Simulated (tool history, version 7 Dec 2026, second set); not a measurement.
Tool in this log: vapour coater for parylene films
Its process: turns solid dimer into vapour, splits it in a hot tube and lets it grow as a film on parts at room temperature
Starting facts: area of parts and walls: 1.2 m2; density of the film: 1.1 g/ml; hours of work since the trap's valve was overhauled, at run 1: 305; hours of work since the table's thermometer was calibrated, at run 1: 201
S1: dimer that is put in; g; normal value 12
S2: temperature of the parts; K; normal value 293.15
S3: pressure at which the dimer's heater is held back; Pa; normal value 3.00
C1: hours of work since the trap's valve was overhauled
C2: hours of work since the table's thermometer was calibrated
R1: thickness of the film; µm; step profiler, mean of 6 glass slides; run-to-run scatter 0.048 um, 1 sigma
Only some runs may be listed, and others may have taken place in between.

| run | hour | S1 | S2 | S3 | C1 | C2 | R1 |
|---|---|---|---|---|---|---|---|
| 1 | 0.0 | 12 | 293.15 | 3.00 | 305 | 201 | 4.66 |
|  | 32.9 | trap's valve overhauled |
| 2 | 65.6 | 12 | 293.15 | 3.00 | 20 | 239 | 4.36 |
| 3 | 106.6 | 10 | 293.15 | 3.00 | 45 | 264 | 3.60 |
| 4 | 162.0 | 10 | 293.15 | 3.00 | 80 | 298 | 3.53 |
|  | 195.7 | trap's valve overhauled, once more |
| 5 | 207.4 | 12 | 293.15 | 3.00 | 7 | 324 | 5.32 |
| 6 | 250.1 | 8 | 293.15 | 3.00 | 34 | 350 | 3.47 |
| 7 | 300.4 | 5 | 293.15 | 3.00 | 65 | 381 | 2.15 |
| 8 | 338.1 | 5 | 293.15 | 3.00 | 88 | 404 | 2.16 |
| 9 | 371.7 | 5 | 293.15 | 3.00 | 108 | 425 | 2.05 |
| 10 | 413.2 | 5 | 293.15 | 3.00 | 134 | 450 | 2.10 |
| 11 | 466.6 | 12 | 291.15 | 10.70 | 167 | 483 | 4.77 |
| 12 | 514.2 | 11 | 289.15 | 8.49 | 196 | 513 | 4.61 |
| 13 | 565.9 | 7 | 299.15 | 3.58 | 228 | 545 | 2.42 |
| 14 | 595.6 | 6 | 293.15 | 3.67 | 246 | 563 | 2.33 |
| 15 | 631.9 | 6 | 293.15 | 3.67 | 269 | 585 | 2.35 |
| 16 | 688.8 | 6 | 293.15 | 3.67 | 304 | 620 | 2.27 |

Run by run, hidden condition taken away, random variation retained:
Unlogged tool condition in this case: vapour lost through the trap's worn valve, %; true temperature of the parts over the reading, C; drift of the gauge itself on film_um, %.
| run | R1 |
|---|---|
| 1 | 5.42 |
| 2 | 5.37 |
| 3 | 4.50 |
| 4 | 4.49 |
| 5 | 5.41 |
| 6 | 3.57 |
| 7 | 2.25 |
| 8 | 2.28 |
| 9 | 2.19 |
| 10 | 2.26 |
| 11 | 5.22 |
| 12 | 5.12 |
| 13 | 2.73 |
| 14 | 2.65 |
| 15 | 2.70 |
| 16 | 2.66 |
